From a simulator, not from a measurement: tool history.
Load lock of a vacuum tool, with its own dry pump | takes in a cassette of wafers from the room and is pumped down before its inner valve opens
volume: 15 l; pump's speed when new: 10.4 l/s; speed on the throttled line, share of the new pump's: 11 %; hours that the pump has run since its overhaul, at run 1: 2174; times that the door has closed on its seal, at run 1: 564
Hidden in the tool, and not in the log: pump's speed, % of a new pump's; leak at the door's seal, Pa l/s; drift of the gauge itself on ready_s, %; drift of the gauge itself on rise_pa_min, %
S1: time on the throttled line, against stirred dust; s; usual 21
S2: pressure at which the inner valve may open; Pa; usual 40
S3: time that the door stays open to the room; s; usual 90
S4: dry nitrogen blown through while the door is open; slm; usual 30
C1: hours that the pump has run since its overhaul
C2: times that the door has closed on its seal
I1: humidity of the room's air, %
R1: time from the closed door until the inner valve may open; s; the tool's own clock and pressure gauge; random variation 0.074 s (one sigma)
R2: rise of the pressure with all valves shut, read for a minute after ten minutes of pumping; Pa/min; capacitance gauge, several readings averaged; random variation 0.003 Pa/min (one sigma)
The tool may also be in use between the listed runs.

run 1 hour=0.0 | S1=21 S2=40 S3=90 S4=30 | C1=2174 C2=564 | I1=43.8 | R1=30.26 R2=0.041
run 2 hour=54.8 | S1=21 S2=40 S3=90 S4=30 | C1=2229 C2=648 | I1=43.4 | R1=30.16 R2=0.044
run 3 hour=111.2 | S1=21 S2=40 S3=90 S4=30 | C1=2285 C2=733 | I1=44.1 | R1=30.15 R2=0.043
run 4 hour=160.0 | S1=21 S2=40 S3=90 S4=30 | C1=2334 C2=807 | I1=44.1 | R1=30.14 R2=0.040
run 5 hour=213.9 | S1=21 S2=40 S3=90 S4=30 | C1=2388 C2=889 | I1=44.1 | R1=30.08 R2=0.047
run 6 hour=276.7 | S1=11 S2=40 S3=90 S4=30 | C1=2451 C2=985 | I1=44.9 | R1=21.34 R2=0.042
run 7 hour=333.6 | S1=11 S2=40 S3=90 S4=30 | C1=2508 C2=1071 | I1=41.0 | R1=21.19 R2=0.037
run 8 hour=418.6 | S1=32 S2=40 S3=90 S4=30 | C1=2593 C2=1200 | I1=45.8 | R1=40.04 R2=0.044
run 9 hour=493.2 | S1=21 S2=46 S3=90 S4=30 | C1=2667 C2=1313 | I1=44.1 | R1=30.07 R2=0.045
run 10 hour=592.4 | S1=21 S2=46 S3=90 S4=7 | C1=2766 C2=1464 | I1=47.4 | R1=29.82 R2=0.068
run 11 hour=637.5 | S1=21 S2=46 S3=90 S4=7 | C1=2812 C2=1532 | I1=47.3 | R1=30.01 R2=0.070
run 12 hour=686.9 | S1=21 S2=40 S3=90 S4=30 | C1=2861 C2=1607 | I1=44.3 | R1=30.15 R2=0.045
run 13 hour=752.5 | S1=21 S2=40 S3=90 S4=30 | C1=2927 C2=1707 | I1=43.3 | R1=30.30 R2=0.038
run 14 hour=809.4 | S1=21 S2=40 S3=90 S4=30 | C1=2983 C2=1793 | I1=43.8 | R1=30.23 R2=0.043
run 15 hour=892.6 | S1=21 S2=40 S3=90 S4=30 | C1=3067 C2=1920 | I1=43.0 | R1=30.19 R2=0.041
run 16 hour=996.4 | S1=21 S2=40 S3=90 S4=30 | C1=3170 C2=2077 | I1=41.9 | R1=30.25 R2=0.042
run 17 hour=1093.6 | S1=21 S2=40 S3=90 S4=30 | C1=3268 C2=2225 | I1=42.6 | R1=30.27 R2=0.044
run 18 hour=1156.8 | S1=21 S2=40 S3=90 S4=30 | C1=3331 C2=2321 | I1=46.9 | R1=30.18 R2=0.041
run 19 hour=1200.7 | S1=21 S2=40 S3=90 S4=30 | C1=3375 C2=2387 | I1=44.8 | R1=30.12 R2=0.042
run 20 hour=1301.5 | S1=21 S2=40 S3=90 S4=30 | C1=3476 C2=2540 | I1=45.2 | R1=30.21 R2=0.044
run 21 hour=1392.4 | S1=38 S2=29 S3=148 S4=9 | C1=3566 C2=2678 | I1=46.7 | R1=45.74 R2=0.081
run 22 hour=1448.4 | S1=38 S2=29 S3=148 S4=9 | C1=3623 C2=2764 | I1=44.5 | R1=45.95 R2=0.078
run 23 hour=1524.4 | S1=38 S2=29 S3=148 S4=9 | C1=3698 C2=2879 | I1=41.2 | R1=45.75 R2=0.067
run 24 hour=1611.5 | S1=38 S2=29 S3=148 S4=9 | C1=3786 C2=3011 | I1=48.1 | R1=45.70 R2=0.082
run 25 hour=1670.2 | S1=40 S2=38 S3=90 S4=30 | C1=3844 C2=3100 | I1=47.3 | R1=47.28 R2=0.050
run 26 hour=1761.8 | S1=40 S2=28 S3=90 S4=30 | C1=3936 C2=3239 | I1=44.5 | R1=47.67 R2=0.042
run 27 hour=1831.0 | S1=40 S2=28 S3=90 S4=30 | C1=4005 C2=3344 | I1=46.4 | R1=47.60 R2=0.043
run 28 hour=1907.0 | S1=27 S2=38 S3=66 S4=4 | C1=4081 C2=3460 | I1=43.8 | R1=35.74 R2=0.068
run 29 hour=2008.9 | S1=27 S2=38 S3=66 S4=4 | C1=4183 C2=3615 | I1=44.8 | R1=35.61 R2=0.065
run 30 hour=2085.8 | S1=27 S2=38 S3=66 S4=4 | C1=4260 C2=3731 | I1=46.7 | R1=35.61 R2=0.070
run 31 hour=2153.9 | S1=13 S2=66 S3=51 S4=32 | C1=4328 C2=3835 | I1=46.6 | R1=22.44 R2=0.040
run 32 hour=2228.0 | S1=21 S2=40 S3=159 S4=31 | C1=4402 C2=3947 | I1=44.2 | R1=30.29 R2=0.047
run 33 hour=2282.3 | S1=21 S2=40 S3=159 S4=31 | C1=4456 C2=4030 | I1=49.4 | R1=30.24 R2=0.051
run 34 hour=2351.6 | S1=39 S2=40 S3=90 S4=31 | C1=4526 C2=4135 | I1=45.3 | R1=46.40 R2=0.045
run 35 hour=2449.1 | S1=35 S2=39 S3=55 S4=37 | C1=4623 C2=4283 | I1=46.9 | R1=42.71 R2=0.038
run 36 hour=2505.2 | S1=35 S2=39 S3=55 S4=37 | C1=4679 C2=4368 | I1=45.2 | R1=42.81 R2=0.033
run 37 hour=2566.7 | S1=24 S2=36 S3=118 S4=30 | C1=4741 C2=4461 | I1=44.6 | R1=33.22 R2=0.050
run 38 hour=2631.3 | S1=24 S2=36 S3=118 S4=30 | C1=4805 C2=4559 | I1=45.3 | R1=33.16 R2=0.053

Some steps in R1 between neighbouring runs. How much of each would the tool show without its hidden state too (settings, what came in, random variation), and how much is left for the hidden state, with any gauge scatter that isn't in both results?
Run 7 -> 8: S1 11 -> 32. R1 +18.85 s: hidden state -0.02, all else +18.87.
Run 20 -> 21: S1 21 -> 38, S2 40 -> 29, S3 90 -> 148, S4 30 -> 9. R1 +15.53 s: hidden state -0.02, all else +15.55.
Run 27 -> 28: S1 40 -> 27, S2 28 -> 38, S3 90 -> 66, S4 30 -> 4. R1 -11.86 s: hidden state +0.03, all else -11.89.
Run 33 -> 34: S1 21 -> 39, S3 159 -> 90. R1 +16.16 s: hidden state -0.03, all else +16.19.
Run 36 -> 37: S1 35 -> 24, S2 39 -> 36, S3 55 -> 118, S4 37 -> 30. R1 -9.59 s: hidden state +0.03, all else -9.62.

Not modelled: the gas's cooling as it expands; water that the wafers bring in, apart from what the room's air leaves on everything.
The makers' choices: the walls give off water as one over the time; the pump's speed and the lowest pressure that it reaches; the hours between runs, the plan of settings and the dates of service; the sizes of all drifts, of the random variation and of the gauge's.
